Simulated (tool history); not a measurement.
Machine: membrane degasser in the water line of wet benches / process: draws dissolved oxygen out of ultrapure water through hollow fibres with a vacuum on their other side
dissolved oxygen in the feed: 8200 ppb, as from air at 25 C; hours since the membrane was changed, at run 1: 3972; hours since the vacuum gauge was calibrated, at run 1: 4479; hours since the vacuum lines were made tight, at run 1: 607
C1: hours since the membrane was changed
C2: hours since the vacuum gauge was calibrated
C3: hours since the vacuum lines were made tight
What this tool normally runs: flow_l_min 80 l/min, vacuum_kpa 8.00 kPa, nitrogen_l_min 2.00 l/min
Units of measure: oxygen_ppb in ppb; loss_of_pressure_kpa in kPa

run 1 hour=0.0 | flow_l_min=80 vacuum_kpa=8.00 nitrogen_l_min=2.00 | C1=3972 C2=4479 C3=607 | oxygen_ppb=407.2 loss_of_pressure_kpa=54.44
run 2 hour=101.0 | flow_l_min=80 vacuum_kpa=8.00 nitrogen_l_min=2.00 | C1=4073 C2=4580 C3=708 | oxygen_ppb=405.1 loss_of_pressure_kpa=54.62
run 3 hour=169.1 | flow_l_min=85 vacuum_kpa=8.00 nitrogen_l_min=2.00 | C1=4141 C2=4648 C3=776 | oxygen_ppb=428.7 loss_of_pressure_kpa=57.84
run 4 hour=237.0 | flow_l_min=80 vacuum_kpa=8.00 nitrogen_l_min=2.00 | C1=4209 C2=4716 C3=844 | oxygen_ppb=409.4 loss_of_pressure_kpa=54.39
run 5 hour=323.3 | flow_l_min=80 vacuum_kpa=8.00 nitrogen_l_min=2.00 | C1=4296 C2=4802 C3=930 | oxygen_ppb=403.7 loss_of_pressure_kpa=54.56
run 6 hour=414.3 | flow_l_min=80 vacuum_kpa=8.17 nitrogen_l_min=2.00 | C1=4387 C2=4893 C3=1021 | oxygen_ppb=418.1 loss_of_pressure_kpa=54.45
run 7 hour=503.0 | flow_l_min=80 vacuum_kpa=8.17 nitrogen_l_min=2.00 | C1=4475 C2=4982 C3=1110 | oxygen_ppb=420.4 loss_of_pressure_kpa=54.41
run 8 hour=554.2 | flow_l_min=80 vacuum_kpa=8.17 nitrogen_l_min=2.00 | C1=4527 C2=5033 C3=1161 | oxygen_ppb=422.3 loss_of_pressure_kpa=54.92
run 9 hour=664.2 | flow_l_min=80 vacuum_kpa=8.17 nitrogen_l_min=2.00 | C1=4637 C2=5143 C3=1271 | oxygen_ppb=417.7 loss_of_pressure_kpa=54.76
run 10 hour=772.4 | flow_l_min=80 vacuum_kpa=8.17 nitrogen_l_min=2.00 | C1=4745 C2=5251 C3=1379 | oxygen_ppb=422.0 loss_of_pressure_kpa=54.31
-- hour=795.4 vacuum gauge calibrated
run 11 hour=887.5 | flow_l_min=57 vacuum_kpa=8.17 nitrogen_l_min=2.00 | C1=4859 C2=92 C3=1494 | oxygen_ppb=295.9 loss_of_pressure_kpa=39.11
run 12 hour=997.1 | flow_l_min=57 vacuum_kpa=8.17 nitrogen_l_min=2.00 | C1=4969 C2=202 C3=1603 | oxygen_ppb=297.2 loss_of_pressure_kpa=39.11
run 13 hour=1115.5 | flow_l_min=55 vacuum_kpa=8.06 nitrogen_l_min=1.10 | C1=5087 C2=320 C3=1722 | oxygen_ppb=445.6 loss_of_pressure_kpa=37.97
run 14 hour=1205.1 | flow_l_min=115 vacuum_kpa=6.86 nitrogen_l_min=0.80 | C1=5177 C2=410 C3=1811 | oxygen_ppb=757.3 loss_of_pressure_kpa=77.99
run 15 hour=1323.7 | flow_l_min=80 vacuum_kpa=9.06 nitrogen_l_min=2.60 | C1=5296 C2=528 C3=1930 | oxygen_ppb=384.4 loss_of_pressure_kpa=55.00
run 16 hour=1425.9 | flow_l_min=80 vacuum_kpa=9.06 nitrogen_l_min=3.87 | C1=5398 C2=630 C3=2032 | oxygen_ppb=285.6 loss_of_pressure_kpa=54.68
run 17 hour=1539.1 | flow_l_min=119 vacuum_kpa=8.00 nitrogen_l_min=5.06 | C1=5511 C2=744 C3=2145 | oxygen_ppb=364.9 loss_of_pressure_kpa=81.37
run 18 hour=1636.8 | flow_l_min=67 vacuum_kpa=9.69 nitrogen_l_min=1.42 | C1=5609 C2=841 C3=2243 | oxygen_ppb=574.6 loss_of_pressure_kpa=45.84
run 19 hour=1711.8 | flow_l_min=67 vacuum_kpa=9.69 nitrogen_l_min=1.42 | C1=5684 C2=916 C3=2318 | oxygen_ppb=577.0 loss_of_pressure_kpa=45.75
run 20 hour=1784.2 | flow_l_min=80 vacuum_kpa=8.82 nitrogen_l_min=1.10 | C1=5756 C2=989 C3=2390 | oxygen_ppb=683.4 loss_of_pressure_kpa=54.39
run 21 hour=1840.8 | flow_l_min=80 vacuum_kpa=8.82 nitrogen_l_min=1.10 | C1=5813 C2=1045 C3=2447 | oxygen_ppb=677.9 loss_of_pressure_kpa=54.69
run 22 hour=1930.6 | flow_l_min=67 vacuum_kpa=10.14 nitrogen_l_min=5.72 | C1=5902 C2=1135 C3=2537 | oxygen_ppb=195.7 loss_of_pressure_kpa=46.09
run 23 hour=1991.5 | flow_l_min=96 vacuum_kpa=17.86 nitrogen_l_min=1.13 | C1=5963 C2=1196 C3=2598 | oxygen_ppb=1774.5 loss_of_pressure_kpa=66.14

What if the next run were any one of these 3? Each begins from the tool's condition after run 23:
run A hour=2081.1 | flow_l_min=80 vacuum_kpa=8.00 nitrogen_l_min=2.09 | C1=6053 C2=1286 C3=2687 | oxygen_ppb=? loss_of_pressure_kpa=?
run B hour=2081.1 | flow_l_min=115 vacuum_kpa=17.86 nitrogen_l_min=1.13 | C1=6053 C2=1286 C3=2687 | oxygen_ppb=? loss_of_pressure_kpa=?
run C hour=2081.1 | flow_l_min=67 vacuum_kpa=16.31 nitrogen_l_min=1.93 | C1=6053 C2=1286 C3=2687 | oxygen_ppb=? loss_of_pressure_kpa=?

run=A oxygen_ppb=380.6 loss_of_pressure_kpa=54.44
run=B oxygen_ppb=2004.7 loss_of_pressure_kpa=78.54
run=C oxygen_ppb=876.2 loss_of_pressure_kpa=45.83
What these runs would have given with no unlogged condition in the tool:
run=A oxygen_ppb=375.2 loss_of_pressure_kpa=53.47
run=B oxygen_ppb=1996.6 loss_of_pressure_kpa=77.14
run=C oxygen_ppb=872.2 loss_of_pressure_kpa=45.01

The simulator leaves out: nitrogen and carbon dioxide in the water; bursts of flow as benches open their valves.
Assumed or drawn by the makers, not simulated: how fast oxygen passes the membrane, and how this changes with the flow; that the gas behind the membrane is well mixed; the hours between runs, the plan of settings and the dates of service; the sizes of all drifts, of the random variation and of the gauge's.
